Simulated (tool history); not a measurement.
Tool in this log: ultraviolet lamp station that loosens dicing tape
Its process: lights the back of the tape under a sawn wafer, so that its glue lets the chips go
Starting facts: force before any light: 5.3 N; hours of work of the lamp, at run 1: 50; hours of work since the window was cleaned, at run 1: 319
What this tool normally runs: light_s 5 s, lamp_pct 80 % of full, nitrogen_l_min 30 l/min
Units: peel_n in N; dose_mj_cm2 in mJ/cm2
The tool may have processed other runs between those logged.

| run | hour | light_s | lamp_pct | nitrogen_l_min | hours of work of the lamp | hours of work since the window was cleaned | peel_n | dose_mj_cm2 |
|---|---|---|---|---|---|---|---|---|
| 1 | 0 | 5 | 80 | 30 | 50 | 319 | 0.507 | 381 |
| 2 | 8 | 5 | 80 | 30 | 55 | 324 | 0.525 | 383 |
| 3 | 16.1 | 5 | 80 | 30 | 59 | 329 | 0.507 | 387 |
| 4 | 24.2 | 5 | 80 | 30 | 64 | 333 | 0.5 | 382 |
| 5 | 30.1 | 3 | 80 | 30 | 68 | 337 | 1.253 | 231 |
| 6 | 36 | 3 | 80 | 30 | 71 | 340 | 1.236 | 226 |
| 7 | 44.3 | 3 | 80 | 30 | 76 | 345 | 1.208 | 228 |
| 8 | 53.2 | 5 | 80 | 30 | 81 | 351 | 0.503 | 385 |
| 9 | 59.7 | 5 | 80 | 30 | 85 | 354 | 0.515 | 382 |
| 10 | 64.3 | 5 | 80 | 30 | 88 | 357 | 0.513 | 384 |
| 11 | 73.1 | 5 | 80 | 30 | 93 | 362 | 0.527 | 384 |
| 12 | 79.3 | 5 | 80 | 30 | 97 | 366 | 0.522 | 381 |
| 13 | 87.9 | 10 | 97 | 21 | 102 | 371 | 0.137 | 928 |
| 14 | 96.3 | 10 | 97 | 21 | 107 | 376 | 0.125 | 927 |
| 15 | 103.3 | 10 | 97 | 21 | 111 | 380 | 0.128 | 918 |

Run 16 comes next. What will it give?
| 16 | 107.1 | 4 | 80 | 16 | 113 | 382 | ? | ? |

{"run 16": {"peel_n": 1.14, "dose_mj_cm2": 306}}
Take away the tool's hidden state, keep the run-to-run variation as it was, and the same run would have given peel_n 1.137 N, dose_mj_cm2 306 mJ/cm2.
